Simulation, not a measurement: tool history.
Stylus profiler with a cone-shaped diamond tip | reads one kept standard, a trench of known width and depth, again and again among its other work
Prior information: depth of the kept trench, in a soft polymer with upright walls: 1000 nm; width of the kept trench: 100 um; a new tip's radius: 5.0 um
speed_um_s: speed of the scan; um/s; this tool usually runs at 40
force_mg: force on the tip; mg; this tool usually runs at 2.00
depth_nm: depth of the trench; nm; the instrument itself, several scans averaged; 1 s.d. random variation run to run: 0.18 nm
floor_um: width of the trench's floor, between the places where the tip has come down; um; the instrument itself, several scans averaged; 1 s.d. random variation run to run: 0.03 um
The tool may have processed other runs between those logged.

run	day	speed_um_s	force_mg	depth_nm	floor_um
1	0.000	40	2.00	1007.15	92.66
2	0.721	40	2.00	1007.12	92.55
3	1.346	37	2.00	1006.95	92.52
4	2.050	38	2.00	1007.08	92.47
5	2.650	38	2.00	1007.22	92.37
6	3.262	38	2.42	1008.08	92.32
7	3.558	38	2.42	1008.06	92.25
8	4.162	38	2.42	1008.37	92.24
9	4.675	40	4.79	1012.24	92.23
10	5.162	40	4.79	1012.30	92.21
11	5.562	91	2.07	1007.05	91.71
12	6.267	58	0.99	1004.92	91.64
13	6.883	58	0.99	1005.08	91.67
14	7.583	139	2.38	1008.15	91.22
15	8.196	139	2.38	1008.66	91.21
16	8.746	139	2.38	1008.66	91.13
17	9.446	139	2.38	1008.64	90.97

Below are 3 alternative next runs, each starting from the tool's condition after run 17. Predict each:
A	9.908	17	2.38	?	?
B	9.908	67	0.91	?	?
C	9.908	40	1.23	?	?

run	depth_nm	floor_um
A	1008.49	91.72
B	1005.25	91.19
C	1006.02	91.47
Without the tool's unlogged condition, the same runs would have read:
run	depth_nm	floor_um
A	1007.01	93.86
B	1003.77	93.33
C	1004.54	93.61
